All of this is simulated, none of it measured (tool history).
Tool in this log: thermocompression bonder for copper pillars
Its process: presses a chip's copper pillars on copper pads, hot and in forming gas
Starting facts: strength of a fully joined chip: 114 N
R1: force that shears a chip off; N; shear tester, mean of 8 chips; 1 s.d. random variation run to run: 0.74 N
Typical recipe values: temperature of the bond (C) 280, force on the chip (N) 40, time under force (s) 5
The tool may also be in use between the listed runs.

Run 1, hour 0.0: usual settings. Result: R1 77.8 N.
Run 2, hour 59.3: usual settings. Result: R1 76.5 N.
At hour 73.0: forming gas filter changed.
Run 3, hour 106.5: usual settings. Result: R1 81.1 N.
Run 4, hour 147.3: usual settings. Result: R1 81.6 N.
Run 5, hour 206.0: usual settings. Result: R1 78.5 N.
Run 6, hour 268.5: usual settings. Result: R1 78.6 N.
Run 7, hour 302.3: usual settings. Result: R1 75.9 N.
At hour 355.4: forming gas filter changed.
Run 8, hour 358.5: usual settings but time under force (s) 3. Result: R1 73.4 N.
Run 9, hour 433.5: usual settings but time under force (s) 11. Result: R1 95.1 N.
Run 10, hour 499.0: usual settings but time under force (s) 11. Result: R1 92.4 N.
Run 11, hour 556.1: usual settings but force on the chip (N) 42. Result: R1 81.6 N.
Run 12, hour 599.6: usual settings but force on the chip (N) 42. Result: R1 80.0 N.
At hour 639.2: forming gas filter changed.
Run 13, hour 662.0: usual settings but force on the chip (N) 42. Result: R1 85.1 N.
Run 14, hour 717.9: usual settings. Result: R1 81.3 N.
At hour 726.4: force cell calibrated.
Run 15, hour 752.8: usual settings. Result: R1 79.3 N.
Run 16, hour 805.7: usual settings. Result: R1 80.0 N.
Run 17, hour 856.1: usual settings. Result: R1 77.2 N.
Run 18, hour 890.5: usual settings. Result: R1 76.5 N.
At hour 926.2: forming gas filter changed.
Run 19, hour 951.8: usual settings but time under force (s) 9. Result: R1 92.4 N.
At hour 983.8: force cell calibrated, once more.
Run 20, hour 1017.2: usual settings but time under force (s) 9. Result: R1 92.0 N.
Run 21, hour 1051.3: usual settings but force on the chip (N) 34, time under force (s) 4. Result: R1 68.1 N.
Run 22, hour 1117.1: usual settings but time under force (s) 4. Result: R1 75.8 N.
Run 23, hour 1183.0: usual settings but temperature of the bond (C) 288, force on the chip (N) 41, time under force (s) 3. Result: R1 75.0 N.
At hour 1209.0: forming gas filter changed.
Run 24, hour 1240.0: usual settings but temperature of the bond (C) 286, force on the chip (N) 41, time under force (s) 3. Result: R1 79.4 N.
At hour 1263.9: heater calibrated with a thermocouple chip.
Run 25, hour 1304.2: usual settings but temperature of the bond (C) 301, force on the chip (N) 32, time under force (s) 10. Result: R1 92.6 N.
Run 26, hour 1357.2: usual settings but temperature of the bond (C) 306, force on the chip (N) 27, time under force (s) 7. Result: R1 74.8 N.
Run 27, hour 1417.6: usual settings but temperature of the bond (C) 262, time under force (s) 11. Result: R1 78.9 N.
At hour 1494.7: forming gas filter changed.
Run 28, hour 1499.8: usual settings but temperature of the bond (C) 260, force on the chip (N) 46, time under force (s) 14. Result: R1 93.7 N.
Run 29, hour 1562.9: usual settings but temperature of the bond (C) 260, force on the chip (N) 46, time under force (s) 9. Result: R1 86.3 N.
Run 30, hour 1621.2: usual settings but temperature of the bond (C) 276, force on the chip (N) 54, time under force (s) 4. Result: R1 88.4 N.
Run 31, hour 1660.6: usual settings but temperature of the bond (C) 276, force on the chip (N) 54, time under force (s) 4. Result: R1 88.4 N.
Run 32, hour 1700.8: usual settings but time under force (s) 12. Result: R1 91.1 N.
Run 33, hour 1755.7: usual settings but temperature of the bond (C) 288. Result: R1 78.1 N.
At hour 1774.5: forming gas filter changed.
Run 34, hour 1831.1: usual settings but temperature of the bond (C) 288, force on the chip (N) 51, time under force (s) 6. Result: R1 99.3 N.
Run 35, hour 1884.3: usual settings but temperature of the bond (C) 259, force on the chip (N) 51, time under force (s) 3. Result: R1 68.8 N.
Run 36, hour 1943.0: usual settings but temperature of the bond (C) 259, force on the chip (N) 51, time under force (s) 3. Result: R1 68.5 N.
Run 37, hour 2009.4: usual settings but temperature of the bond (C) 259, force on the chip (N) 27, time under force (s) 6. Result: R1 43.5 N.
At hour 2059.5: forming gas filter changed.
Run 38, hour 2082.7: usual settings but temperature of the bond (C) 259, force on the chip (N) 27, time under force (s) 6. Result: R1 45.9 N.
Run 39, hour 2142.5: usual settings but temperature of the bond (C) 274, force on the chip (N) 27. Result: R1 50.8 N.
Run 40, hour 2205.5: usual settings but temperature of the bond (C) 274, force on the chip (N) 32. Result: R1 60.0 N.

Forecast each of these 3 alternatives for the next run:
Run A, hour 2278.1: usual settings but temperature of the bond (C) 302, force on the chip (N) 50, time under force (s) 14. Result: R1 ?.
Run B, hour 2278.1: usual settings but temperature of the bond (C) 282, force on the chip (N) 28, time under force (s) 11. Result: R1 ?.
Run C, hour 2278.1: usual settings but temperature of the bond (C) 290, force on the chip (N) 34, time under force (s) 13. Result: R1 ?.

run     R1
  A  104.8
  B   70.6
  C   87.9
Without the tool's hidden state the same runs would have given:
run     R1
  A  111.9
  B   76.7
  C   95.0
